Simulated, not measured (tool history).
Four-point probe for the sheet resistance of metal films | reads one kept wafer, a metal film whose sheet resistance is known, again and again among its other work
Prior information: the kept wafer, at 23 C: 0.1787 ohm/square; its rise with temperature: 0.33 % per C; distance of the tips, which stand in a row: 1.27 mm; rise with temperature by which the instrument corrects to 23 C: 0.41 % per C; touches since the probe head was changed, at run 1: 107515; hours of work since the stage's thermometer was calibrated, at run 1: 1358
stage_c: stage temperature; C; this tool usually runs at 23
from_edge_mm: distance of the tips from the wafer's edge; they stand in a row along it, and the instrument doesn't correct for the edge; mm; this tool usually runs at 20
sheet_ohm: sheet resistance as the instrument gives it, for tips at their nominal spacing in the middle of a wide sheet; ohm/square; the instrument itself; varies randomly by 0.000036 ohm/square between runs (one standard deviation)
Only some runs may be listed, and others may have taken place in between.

| run | hour | stage_c | from_edge_mm | touches since the probe head was changed | hours of work since the stage's thermometer was calibrated | sheet_ohm |
|---|---|---|---|---|---|---|
| 1 | 0.0 | 23 | 20 | 107515 | 1358 | 0.177589 |
| 2 | 32.9 | 23 | 20 | 108928 | 1384 | 0.177655 |
| 3 | 64.3 | 23 | 20 | 110276 | 1408 | 0.177511 |
| 4 | 124.2 | 32 | 20 | 112852 | 1455 | 0.176231 |
| 5 | 180.7 | 32 | 20 | 115281 | 1500 | 0.176174 |
| 6 | 209.5 | 23 | 43 | 116518 | 1523 | 0.177176 |
| 7 | 241.8 | 24 | 38 | 117906 | 1548 | 0.176970 |

For run 8, what comes out?
| 8 | 296.3 | 23 | 10 | 120249 | 1591 | ? |

{"run 8": {"sheet_ohm": 0.178544}}
With no hidden state in the tool, this same run would have given sheet_ohm 0.180245 ohm/square.
